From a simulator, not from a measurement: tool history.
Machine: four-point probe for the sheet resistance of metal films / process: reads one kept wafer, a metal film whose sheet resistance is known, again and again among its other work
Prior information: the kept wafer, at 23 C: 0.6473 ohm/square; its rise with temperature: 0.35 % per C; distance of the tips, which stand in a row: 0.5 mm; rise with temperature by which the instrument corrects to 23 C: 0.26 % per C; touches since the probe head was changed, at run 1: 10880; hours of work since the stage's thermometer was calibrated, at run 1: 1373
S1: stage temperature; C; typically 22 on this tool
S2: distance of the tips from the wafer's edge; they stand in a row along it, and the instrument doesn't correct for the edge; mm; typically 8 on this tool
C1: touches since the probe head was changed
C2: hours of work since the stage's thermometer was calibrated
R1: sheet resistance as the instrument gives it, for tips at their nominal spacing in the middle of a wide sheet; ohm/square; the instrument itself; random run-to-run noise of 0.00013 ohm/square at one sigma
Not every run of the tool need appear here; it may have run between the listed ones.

run    day  S1  S2     C1    C2        R1
  1  0.000  22   8  10880  1373  0.644929
  2  0.558  22   8  11231  1381  0.644707
  3  1.329  20   8  11713  1392  0.643464
  4  2.033  22   8  12155  1402  0.644825
  5  2.796  22   8  12635  1413  0.644485
  6  3.325  22   8  12966  1421  0.644498
  7  3.767  19  69  13243  1427  0.641602
  8  4.462  22  33  13680  1437  0.643295
  9  4.833  22  33  13912  1443  0.643493
 10  5.542  25   4  14358  1453  0.650218
 11  6.054  28   5  14679  1460  0.650184
 12  6.433  28   5  14916  1466  0.650130

Each row is a separate what-if for the run after 12, all from the same tool condition, not one after another. Results?
  A  6.850  22  31  15178  1472   ?
  B  6.850  19   4  15178  1472   ?
  C  6.850  19   5  15178  1472   ?
  D  6.850  19   8  15178  1472   ?

run        R1
  A  0.643076
  B  0.646669
  C  0.644606
  D  0.642649
What these runs would have given with no unlogged condition in the tool:
run        R1
  A  0.646697
  B  0.650324
  C  0.648250
  D  0.646282

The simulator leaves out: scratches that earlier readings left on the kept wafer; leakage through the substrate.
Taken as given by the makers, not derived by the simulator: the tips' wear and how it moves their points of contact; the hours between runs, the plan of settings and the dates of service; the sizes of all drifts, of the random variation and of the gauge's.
